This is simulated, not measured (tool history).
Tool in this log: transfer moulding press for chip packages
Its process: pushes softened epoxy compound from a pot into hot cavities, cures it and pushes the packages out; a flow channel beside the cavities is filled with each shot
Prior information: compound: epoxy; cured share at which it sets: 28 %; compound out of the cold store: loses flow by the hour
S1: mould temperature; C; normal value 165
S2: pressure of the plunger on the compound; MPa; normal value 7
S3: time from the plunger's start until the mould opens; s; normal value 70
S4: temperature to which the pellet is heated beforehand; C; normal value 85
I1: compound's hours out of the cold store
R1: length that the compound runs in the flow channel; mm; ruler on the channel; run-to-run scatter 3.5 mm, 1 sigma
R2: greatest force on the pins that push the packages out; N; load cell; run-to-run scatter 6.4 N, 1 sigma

run,day,S1,S2,S3,S4,I1,R1,R2
1,0,165,7,70,85,45.5,797,407
# day 0.158: cavities cleaned with cleaning compound and waxed
2,0.85,167,7,70,85,13.1,912,298
3,1.958,167,7,70,85,31.4,836,355
# day 2.671: cavities cleaned with cleaning compound and waxed
4,3.525,165,7,70,85,33.4,830,336
5,4.942,169,7,70,85,39.2,794,364
# day 5.254: cavities cleaned with cleaning compound and waxed
# day 5.996: mould's thermocouples calibrated
6,6.321,165,7,77,85,41.7,791,296
# day 6.771: plunger's sealing rings changed
7,7.521,165,7,77,85,45.2,807,358
# day 8.058: cavities cleaned with cleaning compound and waxed
8,8.525,165,7,77,85,39.2,824,271
9,9.396,165,7,77,85,28.5,861,331
# day 9.862: mould's thermocouples calibrated, once more
10,10.238,165,7,77,85,25,876,355
# day 10.629: cavities cleaned with cleaning compound and waxed
11,11.317,165,7,77,85,10.2,924,283
12,12.675,165,7,77,85,23.9,865,367
# day 13.15: cavities cleaned with cleaning compound and waxed
13,14.15,165,7,70,85,18.4,880,356
14,15.479,165,7,70,85,47.7,769,414
# day 15.717: cavities cleaned with cleaning compound and waxed
15,16.275,165,7,70,85,19.4,873,312
# day 16.629: plunger's sealing rings changed
16,17.062,165,7,70,85,41.3,821,365
17,17.958,173,7.45,70,85,43.5,806,330
# day 18.362: cavities cleaned with cleaning compound and waxed
18,19.146,165,6.38,70,91,35.8,795,314
19,20.196,159,7.1,64,79,29.6,891,826
# day 20.917: cavities cleaned with cleaning compound and waxed
20,21.45,159,7.1,64,79,38.2,856,578
21,22.933,159,7.1,64,79,36.6,855,796
# day 23.525: cavities cleaned with cleaning compound and waxed
22,23.908,159,7.48,87,79,30.7,895,300
23,25.488,165,7.48,87,79,39.6,836,328
# day 26.079: cavities cleaned with cleaning compound and waxed
# day 26.417: plunger's sealing rings changed
24,26.621,165,7,67,79,37.7,844,313
# day 27.192: mould's thermocouples calibrated
25,27.412,165,8.1,53,85,30.9,926,677
# day 28.829: cavities cleaned with cleaning compound and waxed
26,29.038,169,7.62,88,91,21,909,222
27,30.554,169,5.27,92,91,13.7,777,319

Here are 3 independent what-if runs from the current tool condition. What would each one return?
# day 31.321: cavities cleaned with cleaning compound and waxed
A,31.754,169,5.27,64,86,26.2,?,?
# day 31.321: cavities cleaned with cleaning compound and waxed
B,31.754,165,8.72,61,94,44.1,?,?
# day 31.321: cavities cleaned with cleaning compound and waxed
C,31.754,165,5.27,92,83,43.3,?,?

run,R1,R2
A,733,261
B,884,354
C,690,231
Take away the tool's hidden state, keep each run's random variation, and the runs would have read:
run,R1,R2
A,749,218
B,904,298
C,706,193
